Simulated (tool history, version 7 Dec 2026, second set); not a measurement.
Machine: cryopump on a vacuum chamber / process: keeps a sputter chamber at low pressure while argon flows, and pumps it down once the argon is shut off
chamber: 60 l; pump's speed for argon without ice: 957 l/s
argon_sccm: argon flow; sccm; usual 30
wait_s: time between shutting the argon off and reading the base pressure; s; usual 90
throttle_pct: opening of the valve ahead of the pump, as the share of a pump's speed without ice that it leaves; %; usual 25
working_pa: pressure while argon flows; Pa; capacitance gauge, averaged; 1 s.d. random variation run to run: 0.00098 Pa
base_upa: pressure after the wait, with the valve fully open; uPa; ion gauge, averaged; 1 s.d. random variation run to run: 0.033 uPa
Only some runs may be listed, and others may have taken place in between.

run	hour	argon_sccm	wait_s	throttle_pct	working_pa	base_upa
1	0	30	90	25	0.2378	4.19
# hour 23.9: pump warmed up, emptied and cooled again
2	95.2	30	90	25	0.2155	3.6
3	166.5	30	90	25	0.2182	3.77
4	268.2	30	90	25	0.222	4.16
5	359.9	30	33	25	0.2264	6.66
6	465.8	30	33	25	0.2336	7.56
7	584	30	33	25	0.2379	8.11
# hour 665.6: pump warmed up, emptied and cooled again
8	706.1	30	90	25	0.2162	4.54
9	787.1	30	90	25	0.2195	4.84
10	854.3	46	63	38	0.2277	5.79
11	937	34	63	38	0.1719	6.12
12	1053.1	34	66	38	0.1779	6.4
13	1156.3	34	66	38	0.1818	6.91
14	1275.5	30	90	37	0.1731	7.44
# hour 1304.5: pump warmed up, emptied and cooled again
15	1368.3	30	90	37	0.1488	5.63
16	1442.5	30	169	24	0.2298	5.25
17	1518.6	30	169	24	0.2324	5.65

Branching from run 17: 3 alternative next runs. What would each branch give?
# hour 1527.4: leaking fittings of the chamber tightened, without venting
A	1636	30	90	35	?	?
# hour 1527.4: leaking fittings of the chamber tightened, without venting
B	1636	30	53	25	?	?
# hour 1527.4: leaking fittings of the chamber tightened, without venting
C	1636	21	169	33	?	?

run	working_pa	base_upa
A	0.1667	2.09
B	0.2275	3.08
C	0.1245	1.39
With no hidden state in the tool, these same runs would have given:
run	working_pa	base_upa
A	0.1509	1.78
B	0.2116	2.77
C	0.1133	1.08
